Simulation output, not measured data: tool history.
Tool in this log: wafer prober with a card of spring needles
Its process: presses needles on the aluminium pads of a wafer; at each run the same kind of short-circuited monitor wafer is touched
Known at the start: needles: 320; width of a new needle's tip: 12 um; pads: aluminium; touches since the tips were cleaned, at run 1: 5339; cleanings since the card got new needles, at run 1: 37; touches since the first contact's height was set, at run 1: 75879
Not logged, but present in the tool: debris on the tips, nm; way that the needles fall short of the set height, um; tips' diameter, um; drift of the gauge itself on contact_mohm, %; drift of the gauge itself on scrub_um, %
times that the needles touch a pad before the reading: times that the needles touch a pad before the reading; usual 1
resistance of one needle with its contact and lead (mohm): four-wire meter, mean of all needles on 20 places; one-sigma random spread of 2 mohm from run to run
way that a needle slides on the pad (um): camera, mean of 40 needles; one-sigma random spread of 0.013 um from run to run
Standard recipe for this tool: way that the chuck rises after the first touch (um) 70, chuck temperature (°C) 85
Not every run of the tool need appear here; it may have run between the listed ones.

| run | day | way that the chuck rises after the first touch (um) | chuck temperature (°C) | times that the needles touch a pad before the reading | touches since the tips were cleaned | cleanings since the card got new needles | touches since the first contact's height was set | resistance of one needle with its contact and lead (mohm) | way that a needle slides on the pad (um) |
|---|---|---|---|---|---|---|---|---|---|
| 1 | 0.000 | 70 | 85 | 1 | 5339 | 37 | 75879 | 221 | 16.50 |
|  | 0.250 | tips cleaned on abrasive film |
| 2 | 0.758 | 68 | 85 | 1 | 5962 | 38 | 84721 | 216 | 16.03 |
|  | 0.929 | tips cleaned on abrasive film |
|  | 1.700 | tips cleaned on abrasive film |
| 3 | 1.804 | 68 | 85 | 1 | 1239 | 40 | 96906 | 220 | 16.07 |
|  | 2.425 | tips cleaned on abrasive film |
|  | 3.150 | tips cleaned on abrasive film |
|  | 3.354 | height of the first contact set anew |
| 4 | 3.354 | 70 | 85 | 1 | 2286 | 42 | 0 | 219 | 16.59 |
|  | 3.854 | tips cleaned on abrasive film |
|  | 4.621 | tips cleaned on abrasive film |
| 5 | 4.621 | 70 | 85 | 1 | 0 | 44 | 14736 | 218 | 16.63 |
|  | 5.388 | tips cleaned on abrasive film |
| 6 | 5.529 | 70 | 85 | 1 | 1656 | 45 | 25327 | 216 | 16.65 |
|  | 6.054 | tips cleaned on abrasive film |
|  | 6.846 | tips cleaned on abrasive film |
| 7 | 7.079 | 70 | 85 | 1 | 2742 | 47 | 43423 | 217 | 16.67 |
|  | 7.579 | tips cleaned on abrasive film |
| 8 | 8.192 | 70 | 85 | 1 | 7149 | 48 | 56407 | 219 | 16.71 |
|  | 8.342 | tips cleaned on abrasive film |
|  | 9.042 | tips cleaned on abrasive film |
| 9 | 9.125 | 70 | 85 | 1 | 967 | 50 | 67280 | 224 | 16.73 |
|  | 9.804 | tips cleaned on abrasive film |
| 10 | 9.804 | 70 | 85 | 1 | 0 | 51 | 75182 | 218 | 16.76 |
|  | 10.488 | tips cleaned on abrasive film |
|  | 11.146 | tips cleaned on abrasive film |
| 11 | 11.146 | 70 | 85 | 1 | 0 | 53 | 90818 | 221 | 16.80 |
|  | 11.833 | tips cleaned on abrasive film |
|  | 12.562 | tips cleaned on abrasive film |
| 12 | 12.567 | 70 | 85 | 2 | 34 | 55 | 107383 | 215 | 16.83 |
|  | 13.233 | tips cleaned on abrasive film |
|  | 13.246 | height of the first contact set anew |
| 13 | 13.892 | 70 | 85 | 2 | 7622 | 56 | 7622 | 217 | 16.87 |
|  | 13.971 | tips cleaned on abrasive film |
|  | 14.454 | gauge calibrated |
|  | 14.650 | tips cleaned on abrasive film |
| 14 | 15.096 | 70 | 85 | 2 | 5234 | 58 | 21605 | 218 | 16.50 |
|  | 15.362 | tips cleaned on abrasive film |
|  | 16.112 | tips cleaned on abrasive film |
| 15 | 16.483 | 70 | 85 | 1 | 4361 | 60 | 37796 | 222 | 16.54 |
|  | 16.896 | tips cleaned on abrasive film |
| 16 | 17.500 | 70 | 70 | 1 | 7102 | 61 | 49691 | 216 | 16.59 |
|  | 17.583 | tips cleaned on abrasive film |
|  | 18.279 | tips cleaned on abrasive film |
|  | 18.938 | tips cleaned on abrasive film |
| 17 | 18.938 | 71 | 35 | 2 | 0 | 64 | 66384 | 208 | 16.86 |
|  | 19.612 | tips cleaned on abrasive film |
|  | 20.317 | tips cleaned on abrasive film |
| 18 | 20.371 | 71 | 35 | 2 | 641 | 66 | 83085 | 209 | 16.90 |
|  | 20.992 | tips cleaned on abrasive film |
| 19 | 21.054 | 71 | 35 | 2 | 735 | 67 | 91076 | 206 | 16.91 |
|  | 21.721 | tips cleaned on abrasive film |
| 20 | 21.900 | 71 | 35 | 2 | 2104 | 68 | 100956 | 208 | 16.90 |
|  | 22.462 | tips cleaned on abrasive film |
|  | 23.092 | height of the first contact set anew |
|  | 23.229 | tips cleaned on abrasive film |
| 21 | 23.446 | 57 | 85 | 2 | 2534 | 70 | 4114 | 223 | 13.62 |
|  | 23.900 | tips cleaned on abrasive film |
| 22 | 24.183 | 70 | 30 | 1 | 3338 | 71 | 12752 | 205 | 16.75 |
|  | 24.679 | tips cleaned on abrasive film |
|  | 25.433 | tips cleaned on abrasive film |
| 23 | 25.746 | 70 | 75 | 3 | 3678 | 73 | 30945 | 217 | 16.82 |
|  | 26.179 | tips cleaned on abrasive film |
| 24 | 26.779 | 86 | 44 | 1 | 7032 | 74 | 43002 | 204 | 20.65 |
|  | 26.892 | tips cleaned on abrasive film |
|  | 27.650 | tips cleaned on abrasive film |
| 25 | 27.862 | 84 | 44 | 1 | 2515 | 76 | 55641 | 207 | 20.24 |
|  | 28.421 | tips cleaned on abrasive film |
| 26 | 28.992 | 55 | 52 | 1 | 6691 | 77 | 68841 | 217 | 13.27 |
|  | 29.146 | tips cleaned on abrasive film |
|  | 29.804 | tips cleaned on abrasive film |
| 27 | 29.962 | 52 | 79 | 1 | 1866 | 79 | 80132 | 224 | 12.55 |
|  | 30.533 | tips cleaned on abrasive film |
|  | 31.217 | tips cleaned on abrasive film |
| 28 | 31.504 | 66 | 32 | 2 | 3416 | 81 | 98124 | 207 | 15.99 |
|  | 31.875 | tips cleaned on abrasive film |
| 29 | 32.350 | 73 | 85 | 2 | 5613 | 82 | 107994 | 218 | 17.70 |
|  | 32.562 | tips cleaned on abrasive film |
|  | 32.971 | height of the first contact set anew |
|  | 33.288 | tips cleaned on abrasive film |
| 30 | 33.375 | 66 | 33 | 2 | 1020 | 84 | 4676 | 207 | 16.04 |

Forecast each of these 3 alternatives for the next run:
|  | 34.012 | tips cleaned on abrasive film |
| A | 34.171 | 70 | 85 | 2 | 1871 | 85 | 13955 | ? | ? |
|  | 34.012 | tips cleaned on abrasive film |
| B | 34.171 | 63 | 93 | 1 | 1871 | 85 | 13955 | ? | ? |
|  | 34.012 | tips cleaned on abrasive film |
| C | 34.171 | 70 | 101 | 1 | 1871 | 85 | 13955 | ? | ? |

| run | resistance of one needle with its contact and lead (mohm) | way that a needle slides on the pad (um) |
|---|---|---|
| A | 219 | 17.01 |
| B | 223 | 15.32 |
| C | 225 | 17.02 |
Stripped of hidden state, with their random variation kept, the same runs would have yielded:
| run | resistance of one needle with its contact and lead (mohm) | way that a needle slides on the pad (um) |
|---|---|---|
| A | 218 | 16.47 |
| B | 222 | 14.83 |
| C | 224 | 16.49 |

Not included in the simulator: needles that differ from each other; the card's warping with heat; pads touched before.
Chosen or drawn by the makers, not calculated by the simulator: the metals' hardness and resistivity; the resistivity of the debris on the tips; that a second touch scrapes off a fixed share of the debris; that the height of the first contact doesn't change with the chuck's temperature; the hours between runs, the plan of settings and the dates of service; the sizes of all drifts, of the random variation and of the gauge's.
